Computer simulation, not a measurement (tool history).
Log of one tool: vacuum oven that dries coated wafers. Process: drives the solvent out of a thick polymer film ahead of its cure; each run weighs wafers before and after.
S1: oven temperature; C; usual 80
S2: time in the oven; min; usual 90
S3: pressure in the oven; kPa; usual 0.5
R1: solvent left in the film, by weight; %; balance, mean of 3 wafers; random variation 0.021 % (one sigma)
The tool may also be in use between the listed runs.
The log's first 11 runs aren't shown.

run    hour  S1   S2     S3    R1
 12   560.5  80   90  0.392   1.7
 13   606.3  80   90  0.392  1.68
 14     647  80   90    0.5  1.74
 15   719.9  80   90    0.5  1.76
 16   791.9  80   90    0.5  1.74
 17   826.3  80   86    0.5  1.88
 18     873  66   86  0.486  6.18
 19   916.2  66   62  1.502  8.09
 20   969.8  83   72  0.602  1.81
 21    1010  86   90  0.531  0.72
 22  1053.9  86  158    0.5  0.23
 23  1120.4  93   89   0.37  0.16
 24  1166.4  93   89   0.37  0.19
 25    1222  79   78  1.578  2.92
 26  1278.5  79  139  1.709  1.28
 27    1318  80  109  0.588  1.22
 28  1359.8  77   47  1.633  5.77
 29  1401.9  84   90    0.5  0.97
 30    1433  84   90    0.5  0.99
 31  1471.5  66  140    0.5  3.94
 32  1546.5  66  106  1.909  5.93
 33  1596.4  66  106  1.909  5.89
 34  1646.9  80   51   0.87  4.18

4 ways to go on from here, each from the tool as it stands after run 34. What would each give?
  A  1719.1  81   51   0.87   ?
  B  1719.1  71  101  1.626   ?
  C  1719.1  80  137  1.775   ?
  D  1719.1  83   88  1.651   ?

run    R1
  A  3.84
  B  4.27
  C  1.18
  D   1.6
Without the tool's hidden state the same runs would have given:
run    R1
  A  3.85
  B  4.28
  C  1.19
  D   1.6
